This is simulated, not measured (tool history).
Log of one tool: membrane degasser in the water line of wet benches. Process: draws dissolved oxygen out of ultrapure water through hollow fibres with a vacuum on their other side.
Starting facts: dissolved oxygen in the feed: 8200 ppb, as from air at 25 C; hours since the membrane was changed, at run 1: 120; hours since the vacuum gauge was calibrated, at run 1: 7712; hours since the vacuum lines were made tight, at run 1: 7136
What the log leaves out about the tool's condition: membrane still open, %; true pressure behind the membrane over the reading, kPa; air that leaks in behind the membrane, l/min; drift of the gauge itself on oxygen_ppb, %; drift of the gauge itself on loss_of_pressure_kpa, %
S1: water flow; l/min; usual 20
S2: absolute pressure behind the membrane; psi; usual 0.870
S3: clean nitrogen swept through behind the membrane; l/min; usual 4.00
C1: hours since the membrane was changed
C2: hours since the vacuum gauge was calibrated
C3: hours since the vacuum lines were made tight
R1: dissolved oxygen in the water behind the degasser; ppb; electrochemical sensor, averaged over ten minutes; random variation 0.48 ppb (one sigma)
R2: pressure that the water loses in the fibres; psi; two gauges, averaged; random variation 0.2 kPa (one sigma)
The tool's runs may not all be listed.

| run | hour | S1 | S2 | S3 | C1 | C2 | C3 | R1 | R2 |
|---|---|---|---|---|---|---|---|---|---|
| 1 | 0.0 | 20 | 0.870 | 4.00 | 120 | 7712 | 7136 | 39.0 | 6.122 |
| 2 | 47.5 | 20 | 0.870 | 4.00 | 167 | 7760 | 7184 | 39.1 | 6.115 |
| 3 | 96.7 | 20 | 0.870 | 4.00 | 216 | 7809 | 7233 | 39.9 | 6.125 |
| 4 | 140.5 | 20 | 0.870 | 4.00 | 260 | 7852 | 7277 | 38.5 | 6.163 |
| 5 | 193.6 | 20 | 0.870 | 4.00 | 313 | 7906 | 7330 | 39.3 | 6.108 |
| 6 | 223.7 | 20 | 0.870 | 4.00 | 343 | 7936 | 7360 | 38.7 | 6.141 |
| 7 | 258.3 | 15 | 1.991 | 4.00 | 378 | 7970 | 7395 | 100.2 | 4.598 |
| 8 | 299.4 | 25 | 1.217 | 4.10 | 419 | 8011 | 7436 | 85.5 | 7.680 |
| 9 | 363.8 | 19 | 1.440 | 9.21 | 483 | 8076 | 7500 | 38.6 | 5.838 |
| 10 | 413.1 | 20 | 1.829 | 8.69 | 533 | 8125 | 7549 | 58.9 | 6.164 |
| 11 | 458.6 | 18 | 1.474 | 10.02 | 578 | 8171 | 7595 | 34.7 | 5.561 |

4 options for the next run, each taken on its own from the tool as it stands now. Forecast them:
| A | 522.4 | 31 | 0.870 | 4.40 | 642 | 8234 | 7659 | ? | ? |
| B | 522.4 | 14 | 0.788 | 9.90 | 642 | 8234 | 7659 | ? | ? |
| C | 522.4 | 22 | 1.885 | 5.64 | 642 | 8234 | 7659 | ? | ? |
| D | 522.4 | 16 | 0.870 | 11.23 | 642 | 8234 | 7659 | ? | ? |

| run | R1 | R2 |
|---|---|---|
| A | 63.5 | 9.546 |
| B | 9.0 | 4.342 |
| C | 100.3 | 6.744 |
| D | 12.3 | 4.896 |
Without the tool's unlogged condition, the same runs would have read:
| run | R1 | R2 |
|---|---|---|
| A | 61.1 | 9.512 |
| B | 8.4 | 4.326 |
| C | 97.4 | 6.721 |
| D | 11.7 | 4.879 |
